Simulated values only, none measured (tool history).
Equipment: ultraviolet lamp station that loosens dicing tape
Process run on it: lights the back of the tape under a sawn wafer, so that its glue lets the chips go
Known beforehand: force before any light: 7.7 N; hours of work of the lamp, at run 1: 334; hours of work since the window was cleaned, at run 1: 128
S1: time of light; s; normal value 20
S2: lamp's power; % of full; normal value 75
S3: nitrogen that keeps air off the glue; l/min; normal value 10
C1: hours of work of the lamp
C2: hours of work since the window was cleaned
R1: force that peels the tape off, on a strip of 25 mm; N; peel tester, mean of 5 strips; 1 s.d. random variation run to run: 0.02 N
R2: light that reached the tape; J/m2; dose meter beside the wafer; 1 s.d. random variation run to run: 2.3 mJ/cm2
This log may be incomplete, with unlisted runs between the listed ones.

Run 1, hour 0: usual settings; C1 334; C2 128. Result: R1 1.236 N, R2 2110 J/m2.
Run 2, hour 14.5: usual settings but S3 17 l/min; C1 342; C2 136. Result: R1 0.867 N, R2 2030 J/m2.
Run 3, hour 29.9: usual settings but S2 85 % of full; C1 351; C2 145. Result: R1 0.985 N, R2 2310 J/m2.
Run 4, hour 37.6: usual settings; C1 356; C2 150. Result: R1 1.222 N, R2 2070 J/m2.
Run 5, hour 53.1: usual settings; C1 365; C2 159. Result: R1 1.265 N, R2 2030 J/m2.
Run 6, hour 66.5: usual settings but S2 72 % of full; C1 373; C2 167. Result: R1 1.329 N, R2 1960 J/m2.
Run 7, hour 73.5: usual settings but S2 72 % of full; C1 377; C2 171. Result: R1 1.324 N, R2 1960 J/m2.
Run 8, hour 83.7: usual settings; C1 383; C2 177. Result: R1 1.236 N, R2 2020 J/m2.
Run 9, hour 91.9: usual settings but S1 13 s; C1 388; C2 182. Result: R1 2.245 N, R2 1330 J/m2.
Run 10, hour 105.2: usual settings but S1 13 s; C1 396; C2 190. Result: R1 2.383 N, R2 1300 J/m2.
Run 11, hour 114.2: usual settings; C1 402; C2 195. Result: R1 1.246 N, R2 2010 J/m2.

Predict the results of run 12:
At hour 116: window cleaned of glue's vapour.
Run 12, hour 124.5: usual settings; C1 407; C2 5. Result: R1 ?, R2 ?.

R1: 1.346 N
R2: 1970 J/m2
With no hidden state in the tool, this same run would have given R1 0.995 N, R2 2330 J/m2.
